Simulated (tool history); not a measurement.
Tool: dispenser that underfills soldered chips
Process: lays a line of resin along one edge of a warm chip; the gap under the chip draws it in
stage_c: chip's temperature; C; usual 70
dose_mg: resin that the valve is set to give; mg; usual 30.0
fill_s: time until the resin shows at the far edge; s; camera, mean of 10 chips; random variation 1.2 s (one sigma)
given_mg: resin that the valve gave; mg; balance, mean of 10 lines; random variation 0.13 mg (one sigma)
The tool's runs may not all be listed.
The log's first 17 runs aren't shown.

{"hour": 160.7, "done": "new syringe of resin"}
{"run": 18, "hour": 166.8, "stage_c": 72, "dose_mg": 30.0, "fill_s": 163.3, "given_mg": 29.19}
{"hour": 168.8, "done": "new syringe of resin"}
{"run": 19, "hour": 172.8, "stage_c": 64, "dose_mg": 28.3, "fill_s": 189.1, "given_mg": 27.29}
{"hour": 176.5, "done": "new syringe of resin"}
{"hour": 184.7, "done": "new syringe of resin"}
{"run": 20, "hour": 184.7, "stage_c": 73, "dose_mg": 27.9, "fill_s": 105.5, "given_mg": 26.57}
{"hour": 192.4, "done": "new syringe of resin"}
{"run": 21, "hour": 192.4, "stage_c": 73, "dose_mg": 27.9, "fill_s": 102.8, "given_mg": 26.55}
{"hour": 200.7, "done": "new syringe of resin"}
{"run": 22, "hour": 202.3, "stage_c": 69, "dose_mg": 26.8, "fill_s": 132.8, "given_mg": 25.33}
{"hour": 208.8, "done": "new syringe of resin"}
{"run": 23, "hour": 213.4, "stage_c": 68, "dose_mg": 34.1, "fill_s": 169.5, "given_mg": 32.02}
{"hour": 216.6, "done": "new syringe of resin"}
{"hour": 224.6, "done": "new syringe of resin"}
{"run": 24, "hour": 225.9, "stage_c": 74, "dose_mg": 32.1, "fill_s": 109.7, "given_mg": 29.53}
{"hour": 229.8, "done": "dispensing valve cleaned and set on the balance"}
{"hour": 233.6, "done": "new syringe of resin"}
{"run": 25, "hour": 233.6, "stage_c": 74, "dose_mg": 32.1, "fill_s": 99.0, "given_mg": 32.11}
{"hour": 241.6, "done": "new syringe of resin"}
{"run": 26, "hour": 243.1, "stage_c": 55, "dose_mg": 33.0, "fill_s": 215.3, "given_mg": 32.64}
{"hour": 249.8, "done": "new syringe of resin"}
{"run": 27, "hour": 255.6, "stage_c": 72, "dose_mg": 26.3, "fill_s": 163.8, "given_mg": 25.76}
{"hour": 257.5, "done": "new syringe of resin"}
{"run": 28, "hour": 261.2, "stage_c": 72, "dose_mg": 26.3, "fill_s": 142.1, "given_mg": 25.58}
{"hour": 265.4, "done": "new syringe of resin"}
{"run": 29, "hour": 269.0, "stage_c": 63, "dose_mg": 38.2, "fill_s": 180.4, "given_mg": 36.89}
{"hour": 273.1, "done": "new syringe of resin"}
{"run": 30, "hour": 278.7, "stage_c": 63, "dose_mg": 38.2, "fill_s": 206.0, "given_mg": 36.93}
{"hour": 281.2, "done": "new syringe of resin"}
{"hour": 289.8, "done": "new syringe of resin"}
{"run": 31, "hour": 291.1, "stage_c": 63, "dose_mg": 38.2, "fill_s": 151.3, "given_mg": 36.51}
{"hour": 298.1, "done": "new syringe of resin"}
{"run": 32, "hour": 301.6, "stage_c": 71, "dose_mg": 29.7, "fill_s": 140.1, "given_mg": 28.16}
{"hour": 306.3, "done": "new syringe of resin"}
{"run": 33, "hour": 312.9, "stage_c": 83, "dose_mg": 32.0, "fill_s": 118.5, "given_mg": 30.12}

4 ways to go on from here, each from the tool as it stands after run 33. What would each give?
{"hour": 314.2, "done": "new syringe of resin"}
{"hour": 322.7, "done": "new syringe of resin"}
{"run": "A", "hour": 323.1, "stage_c": 73, "dose_mg": 31.0, "fill_s": "?", "given_mg": "?"}
{"hour": 314.2, "done": "new syringe of resin"}
{"hour": 322.7, "done": "new syringe of resin"}
{"run": "B", "hour": 323.1, "stage_c": 68, "dose_mg": 30.0, "fill_s": "?", "given_mg": "?"}
{"hour": 314.2, "done": "new syringe of resin"}
{"hour": 322.7, "done": "new syringe of resin"}
{"run": "C", "hour": 323.1, "stage_c": 83, "dose_mg": 33.3, "fill_s": "?", "given_mg": "?"}
{"hour": 314.2, "done": "new syringe of resin"}
{"hour": 322.7, "done": "new syringe of resin"}
{"run": "D", "hour": 323.1, "stage_c": 79, "dose_mg": 29.0, "fill_s": "?", "given_mg": "?"}

run=A fill_s=104.3 given_mg=29.07
run=B fill_s=124.4 given_mg=28.11
run=C fill_s=74.9 given_mg=31.25
run=D fill_s=86.0 given_mg=27.16
Without the tool's hidden state the same runs would have given:
run=A fill_s=109.1 given_mg=31.13
run=B fill_s=130.1 given_mg=30.09
run=C fill_s=78.2 given_mg=33.46
run=D fill_s=89.4 given_mg=29.08

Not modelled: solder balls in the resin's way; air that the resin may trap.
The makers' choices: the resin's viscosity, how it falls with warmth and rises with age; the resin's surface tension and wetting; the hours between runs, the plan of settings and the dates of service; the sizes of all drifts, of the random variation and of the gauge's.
